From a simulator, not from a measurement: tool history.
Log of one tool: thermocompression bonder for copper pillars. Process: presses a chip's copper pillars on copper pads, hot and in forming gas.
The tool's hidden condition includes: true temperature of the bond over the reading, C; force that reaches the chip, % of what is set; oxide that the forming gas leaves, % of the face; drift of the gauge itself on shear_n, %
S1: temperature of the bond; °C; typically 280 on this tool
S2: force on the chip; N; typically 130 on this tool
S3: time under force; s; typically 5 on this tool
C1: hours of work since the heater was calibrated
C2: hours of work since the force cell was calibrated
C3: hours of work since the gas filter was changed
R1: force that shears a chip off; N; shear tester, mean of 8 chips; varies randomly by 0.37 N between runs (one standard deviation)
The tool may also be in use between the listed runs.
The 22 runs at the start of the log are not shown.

Run 23, hour 797.0: usual settings but S2 141 N, S3 3 s; C1 135; C2 359; C3 69. Result: R1 53.0 N.
Run 24, hour 821.6: usual settings but S1 273 °C, S2 141 N, S3 11 s; C1 148; C2 373; C3 83. Result: R1 69.3 N.
Run 25, hour 868.5: usual settings but S1 273 °C, S2 141 N, S3 11 s; C1 173; C2 398; C3 108. Result: R1 68.4 N.
Run 26, hour 922.0: usual settings but S1 253 °C, S2 169 N; C1 202; C2 427; C3 137. Result: R1 52.7 N.
Run 27, hour 972.7: usual settings but S1 291 °C, S2 140 N, S3 3 s; C1 230; C2 454; C3 164. Result: R1 54.6 N.
At hour 1008.5: forming gas filter changed.
Run 28, hour 1009.1: usual settings but S1 303 °C, S2 186 N; C1 249; C2 473; C3 0. Result: R1 80.6 N.
Run 29, hour 1041.8: usual settings but S1 303 °C, S2 186 N; C1 267; C2 491; C3 18. Result: R1 79.2 N.
Run 30, hour 1070.6: usual settings but S1 261 °C, S2 173 N; C1 282; C2 507; C3 34. Result: R1 60.5 N.

Branching from run 30: 4 alternative next runs. What would each branch give?
Run A, hour 1104.2: usual settings but S1 277 °C, S2 89 N, S3 13 s; C1 300; C2 525; C3 52. Result: R1 ?.
Run B, hour 1104.2: usual settings but S3 7 s; C1 300; C2 525; C3 52. Result: R1 ?.
Run C, hour 1104.2: usual settings but S1 261 °C, S2 173 N, S3 3 s; C1 300; C2 525; C3 52. Result: R1 ?.
Run D, hour 1104.2: usual settings but S1 263 °C, S2 121 N, S3 10 s; C1 300; C2 525; C3 52. Result: R1 ?.

run    R1
  A  59.8
  B  64.3
  C  51.9
  D  59.8
Had the tool no hidden state, the same runs would have come out as:
run    R1
  A  62.5
  B  67.2
  C  54.3
  D  62.5
